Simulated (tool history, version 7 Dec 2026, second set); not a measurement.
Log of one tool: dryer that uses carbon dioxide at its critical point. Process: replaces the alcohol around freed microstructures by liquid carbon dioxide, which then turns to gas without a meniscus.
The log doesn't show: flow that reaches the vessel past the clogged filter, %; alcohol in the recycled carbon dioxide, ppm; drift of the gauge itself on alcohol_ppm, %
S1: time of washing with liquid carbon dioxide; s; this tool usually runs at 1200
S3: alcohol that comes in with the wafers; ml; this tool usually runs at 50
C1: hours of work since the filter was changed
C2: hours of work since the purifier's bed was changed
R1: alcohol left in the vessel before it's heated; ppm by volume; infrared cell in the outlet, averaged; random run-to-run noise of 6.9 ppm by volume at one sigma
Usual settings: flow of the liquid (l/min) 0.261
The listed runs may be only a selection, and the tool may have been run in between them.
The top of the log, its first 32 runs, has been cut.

{"run": 33, "hour": 1564.4, "S1": 1440, "flow of the liquid (l/min)": 0.181, "S3": 44, "C1": 81, "C2": 32, "R1": 726}
{"run": 34, "hour": 1598.5, "S1": 900, "flow of the liquid (l/min)": 0.202, "S3": 102, "C1": 105, "C2": 56, "R1": 5750}
{"run": 35, "hour": 1663.0, "S1": 900, "flow of the liquid (l/min)": 0.202, "S3": 102, "C1": 149, "C2": 100, "R1": 5740}
{"run": 36, "hour": 1702.1, "S1": 1200, "flow of the liquid (l/min)": 0.192, "S3": 70, "C1": 175, "C2": 126, "R1": 1897}
{"run": 37, "hour": 1761.8, "S1": 1200, "flow of the liquid (l/min)": 0.192, "S3": 70, "C1": 216, "C2": 167, "R1": 2012}
{"run": 38, "hour": 1819.4, "S1": 1860, "flow of the liquid (l/min)": 0.257, "S3": 65, "C1": 256, "C2": 206, "R1": 85}
{"run": 39, "hour": 1855.2, "S1": 1800, "flow of the liquid (l/min)": 0.178, "S3": 100, "C1": 280, "C2": 231, "R1": 785}
{"run": 40, "hour": 1899.5, "S1": 1800, "flow of the liquid (l/min)": 0.178, "S3": 100, "C1": 310, "C2": 261, "R1": 811}
{"run": 41, "hour": 1928.9, "S1": 1620, "flow of the liquid (l/min)": 0.178, "S3": 100, "C1": 330, "C2": 281, "R1": 1301}
{"run": 42, "hour": 1970.5, "S1": 1620, "flow of the liquid (l/min)": 0.178, "S3": 100, "C1": 359, "C2": 310, "R1": 1317}
{"run": 43, "hour": 2010.9, "S1": 1620, "flow of the liquid (l/min)": 0.178, "S3": 100, "C1": 386, "C2": 337, "R1": 1333}

3 ways to go on from here, each from the tool as it stands after run 43. What would each give?
{"hour": 2031.2, "done": "inlet filter changed"}
{"run": "A", "hour": 2065.9, "S1": 1620, "flow of the liquid (l/min)": 0.335, "S3": 100, "C1": 24, "C2": 374, "R1": "?"}
{"hour": 2031.2, "done": "inlet filter changed"}
{"run": "B", "hour": 2065.9, "S1": 1920, "flow of the liquid (l/min)": 0.4, "S3": 94, "C1": 24, "C2": 374, "R1": "?"}
{"hour": 2031.2, "done": "inlet filter changed"}
{"run": "C", "hour": 2065.9, "S1": 1620, "flow of the liquid (l/min)": 0.178, "S3": 56, "C1": 24, "C2": 374, "R1": "?"}

run=A R1=100
run=B R1=105
run=C R1=646
Take away the tool's hidden state, keep each run's random variation, and the runs would have read:
run=A R1=14
run=B R1=18
run=C R1=546

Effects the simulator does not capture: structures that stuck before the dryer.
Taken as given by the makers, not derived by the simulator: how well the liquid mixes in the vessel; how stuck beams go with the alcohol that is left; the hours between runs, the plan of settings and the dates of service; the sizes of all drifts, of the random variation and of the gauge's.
